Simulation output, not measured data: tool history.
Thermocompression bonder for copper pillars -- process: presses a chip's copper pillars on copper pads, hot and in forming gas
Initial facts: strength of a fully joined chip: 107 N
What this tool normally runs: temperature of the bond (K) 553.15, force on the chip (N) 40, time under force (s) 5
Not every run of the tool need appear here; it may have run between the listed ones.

run,hour,temperature of the bond (K),force on the chip (N),time under force (s),force that shears a chip off (N)
1,0,553.15,40,5,59.6
# hour 23.3: forming gas filter changed
2,58.2,553.15,40,5,64.5
3,110.5,553.15,40,5,63.8
4,160.6,539.15,40,5,55.4
5,208.4,539.15,40,5,54.3
6,249.2,539.15,45,5,57.6
7,285.3,553.15,45,5,65.4
8,314.6,553.15,45,5,64.2
9,375.4,553.15,45,5,62.6
10,410.6,553.15,45,5,63.5
# hour 439.5: forming gas filter changed
11,457.6,548.15,40,5,61.6
12,489.4,548.15,40,5,61.6
13,550.9,553.15,40,5,63.3
14,606.9,528.15,40,5,48.3
15,654.1,553.15,40,5,62.4
# hour 660: heater calibrated with a thermocouple chip
16,712.7,553.15,40,5,60.3
17,774.7,553.15,40,5,60
18,801.9,553.15,40,5,60
# hour 820: heater calibrated with a thermocouple chip, once more
19,845.8,553.15,28,5,50.7
# hour 857.6: forming gas filter changed
20,888.6,553.15,28,5,55.7
21,938.2,546.15,59,11,86.1
22,987.9,527.15,40,5,50
23,1019.7,527.15,40,5,50.1
24,1061.1,553.15,44,5,66
25,1086.5,578.15,27,4,60.5
26,1133.7,578.15,27,4,60.2
27,1188.5,573.15,56,5,80.3
28,1219.4,553.15,40,7,67.1
29,1252.7,558.15,49,7,74
# hour 1273: forming gas filter changed
30,1304.7,547.15,56,4,67.3
31,1331.1,547.15,56,4,66.5
32,1373.2,547.15,56,4,65.7
33,1413.9,547.15,56,4,66
34,1441.2,547.15,56,4,65.1

For run 35, what comes out?
35,1474.4,569.15,56,4,?

{"run 35": {"force that shears a chip off (N)": 76.1}}
The same run, on a tool lacking any hidden state, would have yielded force that shears a chip off (N) 78.8.

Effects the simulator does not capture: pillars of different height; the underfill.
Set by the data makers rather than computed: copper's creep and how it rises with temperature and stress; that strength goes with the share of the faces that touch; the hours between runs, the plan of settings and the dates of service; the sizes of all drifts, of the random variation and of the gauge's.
